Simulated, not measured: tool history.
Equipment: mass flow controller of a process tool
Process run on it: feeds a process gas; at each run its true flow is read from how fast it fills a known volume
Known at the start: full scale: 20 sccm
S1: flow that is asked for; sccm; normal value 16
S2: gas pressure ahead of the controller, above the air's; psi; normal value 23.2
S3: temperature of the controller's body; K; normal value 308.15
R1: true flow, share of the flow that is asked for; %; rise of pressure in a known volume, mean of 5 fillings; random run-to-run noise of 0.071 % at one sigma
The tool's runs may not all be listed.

run    hour  S1    S2      S3      R1
  1     0.0  16  23.2  308.15  100.89
  2    91.5  16  23.2  308.15  100.89
  3   187.2   2  23.2  308.15  100.36
  4   276.8   2  23.2  308.15  100.35
  5   410.2   2  23.2  308.15  100.39
  6   541.7   2  23.2  308.15  100.31
      553.5  -- controller's zero set anew
  7   671.6   2  23.2  308.15  100.82
  8   821.2   2  23.2  308.15  100.94
      869.6  -- controller's zero set anew, once more
  9   923.4  16  20.5  308.15  101.22
 10   988.6  16  23.2  308.15  100.96
 11  1130.4  16  26.0  308.15  100.93
 12  1273.2   4  23.2  308.15  100.16
 13  1374.2  13  23.2  308.15  100.88
 14  1478.2  16  31.9  308.15  100.73
 15  1583.8   6  23.8  308.15  100.36
 16  1718.4   6  23.8  308.15  100.20
 17  1789.2  13  40.0  302.15   99.75
 18  1940.9  13  40.0  302.15   99.75
 19  2072.7   5  28.1  308.15  100.14
 20  2204.3   5  28.1  308.15  100.23

Branching from run 20: 3 alternative next runs. What would each branch give?
  A  2360.9  14  37.4  304.15   ?
  B  2360.9   5  31.8  308.15   ?
  C  2360.9  16  39.3  302.15   ?

run      R1
  A  100.19
  B  100.05
  C  100.19
Had the tool no hidden state, the same runs would have come out as:
run     R1
  A  99.46
  B  99.19
  C  99.46
